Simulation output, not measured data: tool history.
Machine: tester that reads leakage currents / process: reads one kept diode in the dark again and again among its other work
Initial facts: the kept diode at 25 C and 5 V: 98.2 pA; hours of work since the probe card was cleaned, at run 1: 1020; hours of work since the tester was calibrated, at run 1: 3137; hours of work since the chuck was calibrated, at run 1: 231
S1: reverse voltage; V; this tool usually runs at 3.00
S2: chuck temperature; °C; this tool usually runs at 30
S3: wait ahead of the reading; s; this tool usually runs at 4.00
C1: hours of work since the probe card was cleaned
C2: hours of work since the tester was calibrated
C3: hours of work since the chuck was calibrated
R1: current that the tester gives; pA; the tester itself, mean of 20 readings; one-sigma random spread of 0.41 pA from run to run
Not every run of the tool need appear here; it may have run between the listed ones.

run      day     S1  S2    S3    C1    C2    C3       R1
  1    0.000   3.00  30  4.00  1020  3137   231   134.81
  2    5.000   3.00  30  4.00  1098  3215   309   134.81
  3    8.492   3.00  60  4.00  1153  3269   364  1778.50
  4   13.312   7.66  60  4.00  1228  3344   439  2411.66
      15.400  -- tester calibrated
  5   16.475   7.66  60  4.00  1276    17   487  2429.11
      20.279  -- probe card cleaned and baked
  6   20.562   7.66  60  4.00     4    79   549  2430.31
  7   24.821   7.66  60  4.00    71   145   616  2429.03
  8   28.254   7.66  60  4.00   125   199   669  2429.20
  9   30.546   3.00  30  4.00   160   234   705   134.77
 10   33.179   3.00  30  4.00   201   276   746   134.42
 11   37.412   3.00  30  4.00   267   342   812   133.98
 12   40.625   3.00  32  4.00   318   392   862   163.30
 13   45.100   3.00  32  4.00   387   462   932   162.13
 14   48.896   3.00  32  4.00   447   521   991   163.00
 15   52.738   3.00  32  4.00   507   581  1051   162.02
 16   56.300   3.00  30  0.48   562   636  1107   135.71
 17   58.775   3.00  30  0.48   601   675  1146   135.08
 18   61.508   3.00  30  1.56   644   718  1188   135.05
      63.171  -- chuck's temperature calibrated
 19   64.788   3.00  30  1.56   693   768    25   134.19
 20   69.342   3.00  30  1.56   765   839    96   134.68
 21   72.379   2.45  45  0.42   812   886   144   485.41
 22   74.875   4.71  45  0.42   851   925   183   604.31
 23   78.204   8.53  32  0.79   903   977   235   231.61
 24   83.279   3.00  27  4.00   982  1056   314   100.62
 25   88.383   3.30  42  0.42  1062  1136   394   415.47
 26   90.621   3.00  49  0.58  1097  1171   428   728.40
 27   93.758   3.00  53  0.62  1146  1220   477  1016.82
 28   98.312   3.72  36  4.00  1217  1291   549   252.19
 29  102.962   3.72  21  4.00  1289  1363   621    59.88
     105.879  -- probe card cleaned and baked
 30  106.696   3.00  32  3.12    13  1420   677   162.90
 31  109.267   5.24  54  5.06    53  1460   718  1328.21
 32  113.304  18.98  54  4.27   116  1523   781  2037.86
 33  118.283   3.06  30  0.65   194  1601   858   135.57
 34  120.579   2.69  30  1.50   229  1636   894   129.23
 35  125.733   5.41  30  4.00   310  1717   975   163.48
 36  127.954   5.41  30  4.00   345  1752  1009   162.90
 37  130.100   5.41  30  4.00   378  1785  1043   163.13
 38  135.042   3.00  36  5.32   455  1862  1120   234.44
 39  137.350   3.00  30  0.91   491  1898  1156   134.71
     140.958  -- chuck's temperature calibrated
 40  141.900   1.89  39  0.82   561  1968    15   263.03

Here are 3 independent what-if runs from the current tool condition. What would each one return?
  A  145.604   6.36  39  0.82  619  2026  73   ?
  B  145.604  14.10  30  3.13  619  2026  73   ?
  C  145.604   5.46  30  0.81  619  2026  73   ?

run      R1
  A  395.17
  B  226.04
  C  164.94
Had the tool no hidden state, the same runs would have come out as:
run      R1
  A  395.13
  B  225.94
  C  164.91
